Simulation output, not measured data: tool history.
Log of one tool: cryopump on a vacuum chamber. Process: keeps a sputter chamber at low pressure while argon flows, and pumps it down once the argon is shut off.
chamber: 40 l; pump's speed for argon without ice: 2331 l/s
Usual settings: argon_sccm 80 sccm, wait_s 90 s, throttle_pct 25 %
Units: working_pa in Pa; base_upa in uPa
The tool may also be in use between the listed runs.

run	hour	argon_sccm	wait_s	throttle_pct	working_pa	base_upa
1	0.0	80	90	25	0.2612	2.23
2	7.5	80	90	25	0.2669	2.19
3	15.0	80	90	25	0.2666	2.18
# hour 24.5: pump warmed up, emptied and cooled again
4	33.6	80	90	25	0.2331	1.67
5	49.2	72	90	25	0.2095	1.73
6	64.0	80	90	25	0.2339	1.72
7	76.9	80	90	25	0.2350	1.78
8	92.4	80	90	25	0.2348	1.78
9	100.8	80	195	25	0.2373	1.45
10	114.7	80	195	25	0.2375	1.47
11	127.4	80	90	18	0.3281	1.79

The next listed run, before its measurement:
12	137.2	80	90	25	?	?

{"run 12": {"working_pa": 0.2362, "base_upa": 1.83}}
Without the tool's hidden state the same run would have given working_pa 0.2305 Pa, base_upa 0.81 uPa.

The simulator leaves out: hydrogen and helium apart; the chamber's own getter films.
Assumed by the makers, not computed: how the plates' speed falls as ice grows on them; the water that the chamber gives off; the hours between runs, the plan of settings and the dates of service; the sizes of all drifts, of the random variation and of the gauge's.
